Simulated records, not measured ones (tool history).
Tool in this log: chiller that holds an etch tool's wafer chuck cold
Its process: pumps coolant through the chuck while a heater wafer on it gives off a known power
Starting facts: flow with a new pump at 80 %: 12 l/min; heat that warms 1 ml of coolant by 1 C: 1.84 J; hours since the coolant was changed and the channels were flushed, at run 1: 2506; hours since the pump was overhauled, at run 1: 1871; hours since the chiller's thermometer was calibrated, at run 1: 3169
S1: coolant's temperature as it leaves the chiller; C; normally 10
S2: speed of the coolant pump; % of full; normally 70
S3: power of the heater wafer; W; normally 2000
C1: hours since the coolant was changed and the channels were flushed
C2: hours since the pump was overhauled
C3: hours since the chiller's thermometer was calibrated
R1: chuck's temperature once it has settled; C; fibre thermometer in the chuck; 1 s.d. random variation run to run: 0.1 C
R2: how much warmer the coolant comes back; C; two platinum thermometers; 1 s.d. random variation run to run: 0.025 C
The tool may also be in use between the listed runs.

run 1 hour=0.0 | S1=10 S2=70 S3=2000 | C1=2506 C2=1871 C3=3169 | R1=26.3 R2=6.39
run 2 hour=70.9 | S1=10 S2=70 S3=2000 | C1=2577 C2=1942 C3=3240 | R1=26.3 R2=6.42
run 3 hour=124.4 | S1=10 S2=70 S3=1059 | C1=2630 C2=1995 C3=3293 | R1=18.4 R2=3.37
run 4 hour=207.5 | S1=10 S2=70 S3=1059 | C1=2713 C2=2078 C3=3377 | R1=18.5 R2=3.43
run 5 hour=253.8 | S1=10 S2=70 S3=1059 | C1=2760 C2=2125 C3=3423 | R1=18.4 R2=3.37
run 6 hour=294.8 | S1=10 S2=70 S3=1059 | C1=2801 C2=2166 C3=3464 | R1=18.4 R2=3.38
run 7 hour=338.7 | S1=15 S2=70 S3=2000 | C1=2845 C2=2209 C3=3508 | R1=31.2 R2=6.42
run 8 hour=404.4 | S1=10 S2=70 S3=1015 | C1=2910 C2=2275 C3=3573 | R1=18.1 R2=3.28
-- hour=414.4 chiller's thermometer calibrated
run 9 hour=499.0 | S1=10 S2=70 S3=2000 | C1=3004 C2=2369 C3=85 | R1=26.5 R2=6.45
run 10 hour=580.2 | S1=10 S2=70 S3=2000 | C1=3085 C2=2450 C3=166 | R1=26.8 R2=6.45
run 11 hour=642.1 | S1=10 S2=70 S3=2095 | C1=3147 C2=2512 C3=228 | R1=27.5 R2=6.78
run 12 hour=705.8 | S1=10 S2=70 S3=2095 | C1=3211 C2=2576 C3=291 | R1=27.4 R2=6.75
run 13 hour=785.7 | S1=10 S2=70 S3=2095 | C1=3291 C2=2655 C3=371 | R1=27.7 R2=6.77
run 14 hour=846.5 | S1=10 S2=70 S3=2095 | C1=3351 C2=2716 C3=432 | R1=27.5 R2=6.72
run 15 hour=889.3 | S1=10 S2=70 S3=2095 | C1=3394 C2=2759 C3=475 | R1=27.5 R2=6.78
run 16 hour=931.4 | S1=10 S2=70 S3=2095 | C1=3436 C2=2801 C3=517 | R1=27.5 R2=6.78
run 17 hour=997.2 | S1=10 S2=70 S3=2000 | C1=3502 C2=2867 C3=583 | R1=26.6 R2=6.47
run 18 hour=1048.8 | S1=10 S2=70 S3=2000 | C1=3554 C2=2919 C3=634 | R1=26.7 R2=6.50
run 19 hour=1111.7 | S1=10 S2=83 S3=2123 | C1=3617 C2=2981 C3=697 | R1=24.9 R2=5.65
run 20 hour=1170.2 | S1=14 S2=74 S3=2123 | C1=3675 C2=3040 C3=756 | R1=30.8 R2=6.42
run 21 hour=1246.3 | S1=14 S2=74 S3=2123 | C1=3751 C2=3116 C3=832 | R1=30.8 R2=6.42
run 22 hour=1319.2 | S1=10 S2=68 S3=1769 | C1=3824 C2=3189 C3=905 | R1=25.1 R2=5.92
run 23 hour=1360.0 | S1=2 S2=84 S3=1769 | C1=3865 C2=3230 C3=946 | R1=14.3 R2=4.69
run 24 hour=1431.8 | S1=10 S2=67 S3=2000 | C1=3937 C2=3302 C3=1017 | R1=27.7 R2=6.83
run 25 hour=1518.3 | S1=10 S2=74 S3=1364 | C1=4023 C2=3388 C3=1104 | R1=20.8 R2=4.13
run 26 hour=1563.5 | S1=10 S2=74 S3=1221 | C1=4068 C2=3433 C3=1149 | R1=19.7 R2=3.74
run 27 hour=1620.4 | S1=19 S2=70 S3=2000 | C1=4125 C2=3490 C3=1206 | R1=35.8 R2=6.55
run 28 hour=1677.9 | S1=19 S2=75 S3=1017 | C1=4183 C2=3548 C3=1264 | R1=27.2 R2=3.07
run 29 hour=1770.3 | S1=19 S2=70 S3=2000 | C1=4275 C2=3640 C3=1356 | R1=35.9 R2=6.48
run 30 hour=1869.3 | S1=19 S2=70 S3=2000 | C1=4374 C2=3739 C3=1455 | R1=36.0 R2=6.52
run 31 hour=1932.8 | S1=2 S2=93 S3=1557 | C1=4438 C2=3803 C3=1518 | R1=11.8 R2=3.65
run 32 hour=2017.2 | S1=13 S2=70 S3=1167 | C1=4522 C2=3887 C3=1603 | R1=23.0 R2=3.82
run 33 hour=2067.4 | S1=13 S2=70 S3=1167 | C1=4572 C2=3937 C3=1653 | R1=23.0 R2=3.78

Hidden state at the last listed run before each entry between runs and at the first one after, where it differs:
In the gap between runs 8 and 9: chiller's thermometer calibrated (hour 414.4)
  heat passed by the chuck's channels, % of clean ones': 96.7 -> 96.6; coolant's true temperature over the reading, C: -0.38 -> 0.01
  measured value less the no-hidden-state value, R1: -0.1 -> +0.6 C; R2: +0.05 -> +0.10 C
